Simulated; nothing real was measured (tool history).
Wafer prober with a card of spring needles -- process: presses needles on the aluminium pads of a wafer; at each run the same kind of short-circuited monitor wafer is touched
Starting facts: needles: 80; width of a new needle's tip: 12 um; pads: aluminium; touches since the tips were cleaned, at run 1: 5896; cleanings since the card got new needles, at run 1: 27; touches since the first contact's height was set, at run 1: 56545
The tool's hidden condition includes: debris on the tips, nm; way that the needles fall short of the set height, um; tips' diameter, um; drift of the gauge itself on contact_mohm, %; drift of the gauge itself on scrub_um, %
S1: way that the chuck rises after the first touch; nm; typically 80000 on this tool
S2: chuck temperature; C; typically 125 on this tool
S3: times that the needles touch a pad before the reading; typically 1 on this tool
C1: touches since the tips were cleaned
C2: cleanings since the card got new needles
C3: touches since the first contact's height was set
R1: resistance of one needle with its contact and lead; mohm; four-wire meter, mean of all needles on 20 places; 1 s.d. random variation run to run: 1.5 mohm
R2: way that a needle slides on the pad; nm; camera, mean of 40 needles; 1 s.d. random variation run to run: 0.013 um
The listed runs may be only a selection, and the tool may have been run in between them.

Run 1, hour 0: usual settings; C1 5896; C2 27; C3 56545. Result: R1 186 mohm, R2 9940 nm.
At hour 4.8: tips cleaned on abrasive film.
Run 2, hour 10.4: usual settings but S2 108 C; C1 3206; C2 28; C3 62442. Result: R1 174 mohm, R2 9910 nm.
At hour 20.1: tips cleaned on abrasive film.
Run 3, hour 21.5: usual settings but S2 108 C; C1 838; C2 29; C3 68787. Result: R1 151 mohm, R2 9930 nm.
Run 4, hour 32.5: usual settings; C1 7136; C2 29; C3 75085. Result: R1 188 mohm, R2 9920 nm.
At hour 35.2: tips cleaned on abrasive film.
Run 5, hour 44: usual settings; C1 5057; C2 30; C3 81625. Result: R1 183 mohm, R2 9910 nm.
At hour 50.5: tips cleaned on abrasive film.
Run 6, hour 55.9: usual settings but S2 54 C; C1 3119; C2 31; C3 88434. Result: R1 159 mohm, R2 9920 nm.
Run 7, hour 64: usual settings but S2 54 C; C1 7752; C2 31; C3 93067. Result: R1 179 mohm, R2 9900 nm.
At hour 66: tips cleaned on abrasive film.
Run 8, hour 69.4: usual settings but S1 61000 nm, S2 54 C; C1 1980; C2 32; C3 96137. Result: R1 161 mohm, R2 7530 nm.
At hour 81.3: tips cleaned on abrasive film.
Run 9, hour 82.2: usual settings; C1 535; C2 33; C3 103439. Result: R1 157 mohm, R2 9900 nm.
Run 10, hour 89.5: usual settings but S1 65000 nm; C1 4690; C2 33; C3 107594. Result: R1 184 mohm, R2 8030 nm.
At hour 96.2: tips cleaned on abrasive film.
Run 11, hour 98.8: usual settings but S1 99000 nm, S2 43 C; C1 1503; C2 34; C3 112884. Result: R1 147 mohm, R2 12260 nm.
At hour 111.1: tips cleaned on abrasive film.
Run 12, hour 111.1: usual settings; C1 0; C2 35; C3 119924. Result: R1 153 mohm, R2 9880 nm.
Run 13, hour 119.5: usual settings but S2 65 C, S3 3; C1 4793; C2 35; C3 124717. Result: R1 146 mohm, R2 9870 nm.
At hour 126.2: tips cleaned on abrasive film.
Run 14, hour 128.9: usual settings but S2 65 C, S3 3; C1 1541; C2 36; C3 130081. Result: R1 142 mohm, R2 9890 nm.
Run 15, hour 136.8: usual settings but S1 76000 nm, S2 65 C, S3 2; C1 6085; C2 36; C3 134625. Result: R1 162 mohm, R2 9410 nm.
At hour 141.2: tips cleaned on abrasive film.
Run 16, hour 147.1: usual settings but S1 65000 nm, S2 38 C; C1 3358; C2 37; C3 140454. Result: R1 167 mohm, R2 8010 nm.
Run 17, hour 153.9: usual settings but S1 65000 nm, S2 38 C; C1 7286; C2 37; C3 144382. Result: R1 182 mohm, R2 8000 nm.

What if the next run were any one of these 4? Each begins from the tool's condition after run 17:
At hour 156: tips cleaned on abrasive film.
Run A, hour 160.6: usual settings but S2 25 C, S3 2; C1 2624; C2 38; C3 148172. Result: R1 ?, R2 ?.
At hour 156: tips cleaned on abrasive film.
Run B, hour 160.6: usual settings but S1 81000 nm, S2 86 C, S3 2; C1 2624; C2 38; C3 148172. Result: R1 ?, R2 ?.
At hour 156: tips cleaned on abrasive film.
Run C, hour 160.6: usual settings but S1 65000 nm, S2 30 C; C1 2624; C2 38; C3 148172. Result: R1 ?, R2 ?.
At hour 156: tips cleaned on abrasive film.
Run D, hour 160.6: usual settings but S1 72000 nm, S2 35 C; C1 2624; C2 38; C3 148172. Result: R1 ?, R2 ?.

run   R1     R2
  A  142   9860
  B  154  10010
  C  163   7990
  D  159   8890
With no hidden state in the tool, these same runs would have given:
run   R1     R2
  A  127   9950
  B  139  10100
  C  133   8080
  D  133   8980
